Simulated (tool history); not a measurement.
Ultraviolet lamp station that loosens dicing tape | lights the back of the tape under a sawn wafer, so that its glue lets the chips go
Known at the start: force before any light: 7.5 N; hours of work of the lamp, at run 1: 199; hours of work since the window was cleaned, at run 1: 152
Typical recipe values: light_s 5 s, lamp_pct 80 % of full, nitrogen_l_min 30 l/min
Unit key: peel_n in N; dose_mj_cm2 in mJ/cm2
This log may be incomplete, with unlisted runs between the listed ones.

run,hour,light_s,lamp_pct,nitrogen_l_min,hours of work of the lamp,hours of work since the window was cleaned,peel_n,dose_mj_cm2
1,0,5,80,30,199,152,0.24,517
2,6.4,5,80,30,203,155,0.262,513
3,13.6,5,80,30,207,159,0.261,513
4,22,5,80,30,212,164,0.253,510
5,30,5,80,16,217,169,0.364,511
6,34.6,5,80,16,219,171,0.371,513
7,42.4,5,80,31,224,176,0.246,511
8,46.7,5,80,31,226,178,0.253,516
9,53.5,5,80,16,230,182,0.385,508
10,59.8,5,80,24,234,186,0.28,504
11,69.3,5,80,24,239,191,0.308,507
12,79.5,8,80,24,245,197,0.145,805
13,85.9,8,80,24,249,201,0.156,817
14,94.4,8,80,24,253,206,0.159,808
15,101.3,8,80,24,257,210,0.147,804
16,110.3,8,80,24,263,215,0.156,798
17,117.1,5,80,30,266,219,0.269,496
18,124,5,80,23,270,223,0.316,498
19,128.8,5,80,23,273,225,0.296,500
20,139.1,5,80,23,279,231,0.315,497
21,144.2,3,80,30,282,234,0.801,300
22,153,5,71,30,287,239,0.343,439
23,163,5,71,30,293,245,0.36,442
24,172.7,4,67,25,298,250,0.739,331
25,179.6,4,67,25,302,254,0.697,334
26,186.6,4,67,25,306,258,0.734,331
27,193.2,3,84,32,310,262,0.735,307
28,199.2,3,84,32,313,266,0.731,309
29,206.5,4,79,25,318,270,0.494,382
30,215.7,4,80,30,323,275,0.472,389
31,219.9,4,80,30,325,277,0.452,388
32,229.8,8,98,45,331,283,0.146,954
33,234.2,3,97,45,333,286,0.468,353
34,243.6,3,97,45,339,291,0.479,351
35,251,3,100,31,343,295,0.516,364
36,256.2,3,100,31,346,298,0.518,361
37,264.5,5,96,30,351,303,0.22,574
38,269.2,7,84,29,353,306,0.166,703
39,278,7,84,29,358,311,0.173,698
40,286.6,5,79,30,363,316,0.305,475
41,294.8,5,79,30,368,320,0.289,470
42,302.4,5,95,30,372,325,0.207,565
43,310,5,95,30,377,329,0.212,570

Results for each run, recomputed without the tool's hidden state and with each run's random variation untouched:
Hidden conditions of the tool in this case: lamp's light, % of a new lamp's; light that the window lets through, % of a clean one's; drift of the gauge itself on peel_n, %; drift of the gauge itself on dose_mj_cm2, %.
run,peel_n,dose_mj_cm2
1,0.204,567
2,0.223,564
3,0.221,566
4,0.213,564
5,0.294,566
6,0.3,568
7,0.205,568
8,0.21,573
9,0.308,567
10,0.226,562
11,0.251,567
12,0.137,903
13,0.148,918
14,0.15,910
15,0.138,908
16,0.147,903
17,0.215,563
18,0.246,566
19,0.23,569
20,0.244,568
21,0.608,342
22,0.261,503
23,0.272,508
24,0.548,381
25,0.516,385
26,0.541,383
27,0.54,355
28,0.536,358
29,0.356,444
30,0.34,454
31,0.324,453
32,0.145,1116
33,0.334,414
34,0.342,412
35,0.362,428
36,0.364,425
37,0.18,678
38,0.15,831
39,0.156,827
40,0.222,565
41,0.207,560
42,0.163,675
43,0.167,681
